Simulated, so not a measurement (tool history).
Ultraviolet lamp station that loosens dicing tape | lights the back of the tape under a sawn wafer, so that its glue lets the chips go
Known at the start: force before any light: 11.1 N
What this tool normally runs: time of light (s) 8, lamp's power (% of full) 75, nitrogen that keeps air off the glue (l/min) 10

run    hour  time of light (s)  lamp's power (% of full)  nitrogen that keeps air off the glue (l/min)  force that peels the tape off (N)  light that reached the tape (mJ/cm2)
  1       0                  8                        75                                            10                              0.592                                   221
  2      23                  8                        75                                            10                                0.6                                   223
  3    64.8                  8                        75                                            10                              0.618                                   218
  4   108.3                  4                        75                                            10                              2.392                                   108
  5     152                  4                        75                                            10                              2.521                                   105
  6   198.7                  7                        75                                            10                              0.897                                   181
  7   244.9                  7                        75                                            10                              0.901                                   183
  8   296.3                  7                        75                                            10                              0.947                                   179
  9   342.5                  7                        75                                            10                              0.989                                   180
 10   383.1                  7                        75                                            10                              0.982                                   175
 11   407.1                  7                        75                                            10                              1.027                                   173
 12   452.8                  8                        67                                            10                              0.999                                   175
 13     486                  8                        75                                             7                              1.046                                   198
 14   517.1                  8                        75                                             7                              1.106                                   190
 15     541                  8                        75                                             7                              1.144                                   191
 16   576.4                  8                        75                                             7                              1.127                                   192
 17     603                  8                        75                                             7                              1.161                                   190
 18   639.9                  8                        75                                             7                                1.2                                   190
 19   668.6                  8                        75                                             7                              1.128                                   190
 20   696.5                  7                        69                                             6                              2.014                                   148
 21   743.4                  8                        84                                             6                               1.12                                   205
 22   768.7                  8                        74                                            10                              0.969                                   174
 23   804.1                  8                        74                                            10                              0.974                                   178
 24     855                  8                        74                                            10                              1.007                                   174
 25   882.5                  8                        74                                            10                              1.028                                   167
      919.5  -- window cleaned of glue's vapour
 26     923                  8                        74                                            10                              0.949                                   181
 27   966.7                  7                        74                                            19                              0.811                                   158
 28  1009.8                  8                        74                                             8                              1.218                                   174
 29  1047.9                 12                        75                                             5                              0.744                                   264
 30  1100.8                 15                        70                                             4                              0.677                                   305
 31  1130.9                  8                        83                                             6                              1.295                                   193
 32  1171.2                  7                       100                                             8                              0.914                                   202
 33  1216.1                  8                        94                                            20                              0.381                                   209
 34    1249                  8                        75                                             3                              2.799                                   170
 35    1298                  8                        75                                             3                               2.76                                   165
 36    1353                  7                        86                                             3                              2.735                                   162
 37    1404                  6                        75                                            10                              2.108                                   118
 38  1450.9                  6                        75                                            10                              2.158                                   119

3 ways to go on from here, each from the tool as it stands after run 38. What would each give?
  A  1499                 10                        75                                            19                                  ?                                     ?
  B  1499                  8                        75                                            16                                  ?                                     ?
  C  1499                  6                        86                                            17                                  ?                                     ?

run  force that peels the tape off (N)  light that reached the tape (mJ/cm2)
  A                              0.487                                   195
  B                              0.952                                   156
  C                              1.249                                   133
Had the tool no hidden state, the same runs would have come out as:
run  force that peels the tape off (N)  light that reached the tape (mJ/cm2)
  A                              0.195                                   312
  B                              0.318                                   249
  C                              0.425                                   213
